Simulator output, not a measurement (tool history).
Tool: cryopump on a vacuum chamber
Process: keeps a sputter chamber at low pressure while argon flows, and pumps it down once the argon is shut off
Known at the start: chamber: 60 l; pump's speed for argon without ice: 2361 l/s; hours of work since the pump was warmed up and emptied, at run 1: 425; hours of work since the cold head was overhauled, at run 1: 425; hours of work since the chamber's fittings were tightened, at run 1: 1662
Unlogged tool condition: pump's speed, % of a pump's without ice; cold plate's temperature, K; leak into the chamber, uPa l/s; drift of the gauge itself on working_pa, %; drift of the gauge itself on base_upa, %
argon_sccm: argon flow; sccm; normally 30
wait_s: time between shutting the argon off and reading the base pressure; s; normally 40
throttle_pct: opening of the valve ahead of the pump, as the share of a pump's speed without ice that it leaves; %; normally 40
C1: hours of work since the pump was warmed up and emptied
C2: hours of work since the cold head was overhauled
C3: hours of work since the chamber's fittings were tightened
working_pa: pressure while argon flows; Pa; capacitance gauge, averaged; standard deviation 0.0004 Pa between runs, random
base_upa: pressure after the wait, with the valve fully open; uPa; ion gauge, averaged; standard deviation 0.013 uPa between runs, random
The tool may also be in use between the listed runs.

Run 1, hour 0.0: usual settings; C1 425; C2 425; C3 1662. Result: working_pa 0.0559 Pa, base_upa 0.98 uPa.
Run 2, hour 23.4: usual settings; C1 442; C2 442; C3 1680. Result: working_pa 0.0556 Pa, base_upa 0.97 uPa.
Run 3, hour 38.5: usual settings but throttle_pct 22 %; C1 453; C2 453; C3 1691. Result: working_pa 0.0989 Pa, base_upa 0.97 uPa.
Run 4, hour 49.5: usual settings but throttle_pct 22 %; C1 462; C2 462; C3 1699. Result: working_pa 0.0989 Pa, base_upa 0.98 uPa.
Run 5, hour 69.1: usual settings but throttle_pct 52 %; C1 477; C2 477; C3 1714. Result: working_pa 0.0434 Pa, base_upa 0.99 uPa.
Run 6, hour 86.4: usual settings but throttle_pct 45 %; C1 490; C2 490; C3 1727. Result: working_pa 0.0495 Pa, base_upa 0.98 uPa.
Run 7, hour 106.1: usual settings; C1 504; C2 504; C3 1742. Result: working_pa 0.0566 Pa, base_upa 0.98 uPa.
Run 8, hour 118.9: usual settings but argon_sccm 50 sccm, wait_s 93 s, throttle_pct 28 %; C1 514; C2 514; C3 1751. Result: working_pa 0.1316 Pa, base_upa 0.57 uPa.
Run 9, hour 132.2: usual settings but argon_sccm 54 sccm, wait_s 31 s, throttle_pct 58 %; C1 524; C2 524; C3 1761. Result: working_pa 0.0713 Pa, base_upa 1.19 uPa.
Run 10, hour 144.6: usual settings but argon_sccm 54 sccm, wait_s 31 s, throttle_pct 58 %; C1 533; C2 533; C3 1771. Result: working_pa 0.0727 Pa, base_upa 1.19 uPa.
Run 11, hour 170.4: usual settings but wait_s 77 s, throttle_pct 21 %; C1 553; C2 553; C3 1790. Result: working_pa 0.1052 Pa, base_upa 0.66 uPa.
Run 12, hour 196.7: usual settings but wait_s 91 s, throttle_pct 19 %; C1 573; C2 573; C3 1810. Result: working_pa 0.1158 Pa, base_upa 0.61 uPa.
Run 13, hour 215.3: usual settings but wait_s 91 s, throttle_pct 19 %; C1 587; C2 587; C3 1824. Result: working_pa 0.1151 Pa, base_upa 0.61 uPa.
Run 14, hour 232.1: usual settings but wait_s 91 s, throttle_pct 19 %; C1 599; C2 599; C3 1837. Result: working_pa 0.1158 Pa, base_upa 0.61 uPa.

Forecast each of these 5 alternatives for the next run:
Run A, hour 246.3: usual settings but argon_sccm 47 sccm, wait_s 43 s, throttle_pct 22 %; C1 610; C2 610; C3 1847. Result: working_pa ?, base_upa ?.
Run B, hour 246.3: usual settings but wait_s 273 s; C1 610; C2 610; C3 1847. Result: working_pa ?, base_upa ?.
Run C, hour 246.3: usual settings but wait_s 91 s, throttle_pct 25 %; C1 610; C2 610; C3 1847. Result: working_pa ?, base_upa ?.
Run D, hour 246.3: usual settings but argon_sccm 19 sccm, wait_s 90 s; C1 610; C2 610; C3 1847. Result: working_pa ?, base_upa ?.
Run E, hour 246.3: usual settings but argon_sccm 31 sccm, wait_s 87 s, throttle_pct 45 %; C1 610; C2 610; C3 1847. Result: working_pa ?, base_upa ?.

run  working_pa  base_upa
  A      0.1588      0.94
  B      0.0568      0.40
  C      0.0890      0.60
  D      0.0359      0.62
  E      0.0524      0.63
Had the tool no hidden state, the same runs would have come out as:
run  working_pa  base_upa
  A      0.1541      0.77
  B      0.0538      0.23
  C      0.0859      0.43
  D      0.0340      0.45
  E      0.0493      0.46
